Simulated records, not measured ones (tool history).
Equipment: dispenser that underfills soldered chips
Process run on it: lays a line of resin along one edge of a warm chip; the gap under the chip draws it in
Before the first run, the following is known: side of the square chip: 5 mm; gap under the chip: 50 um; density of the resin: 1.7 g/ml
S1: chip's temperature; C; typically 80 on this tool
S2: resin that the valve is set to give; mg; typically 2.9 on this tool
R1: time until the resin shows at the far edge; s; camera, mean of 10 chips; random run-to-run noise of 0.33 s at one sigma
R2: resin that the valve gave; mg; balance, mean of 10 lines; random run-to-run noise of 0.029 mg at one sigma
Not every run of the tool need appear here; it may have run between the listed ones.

{"run": 1, "hour": 0.0, "S1": 80, "S2": 2.9, "R1": 23.1, "R2": 2.76}
{"hour": 5.6, "done": "new syringe of resin"}
{"run": 2, "hour": 5.6, "S1": 80, "S2": 2.9, "R1": 15.1, "R2": 2.73}
{"run": 3, "hour": 8.7, "S1": 80, "S2": 2.9, "R1": 18.1, "R2": 2.68}
{"run": 4, "hour": 11.3, "S1": 80, "S2": 2.9, "R1": 21.4, "R2": 2.71}
{"run": 5, "hour": 14.7, "S1": 80, "S2": 2.9, "R1": 26.7, "R2": 2.73}
{"hour": 17.8, "done": "new syringe of resin"}
{"run": 6, "hour": 18.9, "S1": 80, "S2": 2.9, "R1": 16.1, "R2": 2.68}
{"run": 7, "hour": 22.8, "S1": 80, "S2": 2.9, "R1": 20.1, "R2": 2.66}
{"hour": 25.6, "done": "dispensing valve cleaned and set on the balance"}
{"run": 8, "hour": 27.9, "S1": 70, "S2": 2.9, "R1": 42.9, "R2": 2.88}
{"run": 9, "hour": 30.2, "S1": 70, "S2": 2.53, "R1": 50.2, "R2": 2.48}
{"hour": 31.1, "done": "new syringe of resin"}
{"run": 10, "hour": 35.2, "S1": 80, "S2": 2.9, "R1": 18.6, "R2": 2.86}
{"run": 11, "hour": 39.0, "S1": 80, "S2": 2.9, "R1": 23.8, "R2": 2.84}
{"hour": 43.5, "done": "new syringe of resin"}
{"run": 12, "hour": 44.2, "S1": 80, "S2": 2.96, "R1": 15.3, "R2": 2.92}
{"run": 13, "hour": 46.6, "S1": 80, "S2": 2.96, "R1": 18.3, "R2": 2.9}
{"run": 14, "hour": 50.7, "S1": 80, "S2": 2.9, "R1": 23.1, "R2": 2.81}
{"run": 15, "hour": 54.0, "S1": 80, "S2": 3.45, "R1": 28.2, "R2": 3.41}
{"hour": 56.1, "done": "new syringe of resin"}
{"run": 16, "hour": 59.5, "S1": 80, "S2": 3.45, "R1": 17.8, "R2": 3.34}
{"run": 17, "hour": 64.3, "S1": 80, "S2": 3.45, "R1": 23.3, "R2": 3.35}
{"hour": 68.3, "done": "new syringe of resin"}
{"run": 18, "hour": 68.4, "S1": 80, "S2": 3.45, "R1": 14.1, "R2": 3.36}
{"run": 19, "hour": 72.8, "S1": 80, "S2": 3.45, "R1": 18.8, "R2": 3.33}
{"run": 20, "hour": 78.2, "S1": 80, "S2": 3.45, "R1": 26.9, "R2": 3.35}
{"hour": 80.7, "done": "new syringe of resin"}
{"run": 21, "hour": 82.5, "S1": 80, "S2": 3.45, "R1": 16, "R2": 3.32}
{"run": 22, "hour": 85.6, "S1": 80, "S2": 3.45, "R1": 19.2, "R2": 3.31}
{"run": 23, "hour": 89.9, "S1": 80, "S2": 3.45, "R1": 26.1, "R2": 3.28}
{"hour": 93.2, "done": "new syringe of resin"}
{"run": 24, "hour": 94.3, "S1": 93, "S2": 3.09, "R1": 8.4, "R2": 2.9}
{"run": 25, "hour": 98.2, "S1": 73, "S2": 2.69, "R1": 29.5, "R2": 2.56}
{"run": 26, "hour": 102.3, "S1": 80, "S2": 3.31, "R1": 24.9, "R2": 3.16}
{"run": 27, "hour": 104.9, "S1": 79, "S2": 2.88, "R1": 32.3, "R2": 2.77}
{"hour": 105.5, "done": "new syringe of resin"}
{"run": 28, "hour": 107.8, "S1": 82, "S2": 3.25, "R1": 15.1, "R2": 3.1}
{"run": 29, "hour": 110.3, "S1": 80, "S2": 3.25, "R1": 21.2, "R2": 3.06}
{"run": 30, "hour": 115.3, "S1": 88, "S2": 3.48, "R1": 18.2, "R2": 3.26}
{"hour": 118.0, "done": "new syringe of resin"}
{"run": 31, "hour": 118.2, "S1": 88, "S2": 3.48, "R1": 10.2, "R2": 3.29}
{"run": 32, "hour": 121.5, "S1": 85, "S2": 3.41, "R1": 14.3, "R2": 3.19}
{"hour": 124.9, "done": "dispensing valve cleaned and set on the balance"}
{"run": 33, "hour": 126.7, "S1": 85, "S2": 3.41, "R1": 18.8, "R2": 3.43}
{"run": 34, "hour": 129.2, "S1": 75, "S2": 2.66, "R1": 38.1, "R2": 2.62}
{"hour": 131.6, "done": "new syringe of resin"}
{"run": 35, "hour": 132.6, "S1": 75, "S2": 2.66, "R1": 21.1, "R2": 2.63}
{"run": 36, "hour": 135.9, "S1": 75, "S2": 2.97, "R1": 24.7, "R2": 3}
{"run": 37, "hour": 140.3, "S1": 75, "S2": 2.97, "R1": 32.8, "R2": 2.96}

What would each run have given without the hidden state, its run-to-run variation left as it was?
Hidden state at play: resin's viscosity, % of fresh resin's; dose that the valve gives, % of what is set; true chip temperature over the reading, C; drift of the gauge itself on fill_s, %; drift of the gauge itself on given_mg, %.
run=1 R1=14.5 R2=2.92
run=2 R1=14 R2=2.9
run=3 R1=13.7 R2=2.85
run=4 R1=13.9 R2=2.89
run=5 R1=13.8 R2=2.92
run=6 R1=14.3 R2=2.88
run=7 R1=13.8 R2=2.86
run=8 R1=23.5 R2=2.89
run=9 R1=23.2 R2=2.49
run=10 R1=13.8 R2=2.88
run=11 R1=14 R2=2.86
run=12 R1=13.7 R2=2.96
run=13 R1=14.1 R2=2.94
run=14 R1=13.8 R2=2.86
run=15 R1=13.8 R2=3.47
run=16 R1=13.6 R2=3.42
run=17 R1=12.9 R2=3.43
run=18 R1=13.1 R2=3.46
run=19 R1=13.5 R2=3.44
run=20 R1=13.8 R2=3.47
run=21 R1=13.3 R2=3.45
run=22 R1=13.1 R2=3.45
run=23 R1=13.7 R2=3.42
run=24 R1=7.4 R2=3.04
run=25 R1=20 R2=2.69
run=26 R1=13.5 R2=3.32
run=27 R1=14.4 R2=2.92
run=28 R1=11.9 R2=3.27
run=29 R1=14.7 R2=3.24
run=30 R1=9 R2=3.47
run=31 R1=9.2 R2=3.5
run=32 R1=10.4 R2=3.41
run=33 R1=10.6 R2=3.42
run=34 R1=18.7 R2=2.63
run=35 R1=18.4 R2=2.64
run=36 R1=17.5 R2=3.01
run=37 R1=17.5 R2=2.99

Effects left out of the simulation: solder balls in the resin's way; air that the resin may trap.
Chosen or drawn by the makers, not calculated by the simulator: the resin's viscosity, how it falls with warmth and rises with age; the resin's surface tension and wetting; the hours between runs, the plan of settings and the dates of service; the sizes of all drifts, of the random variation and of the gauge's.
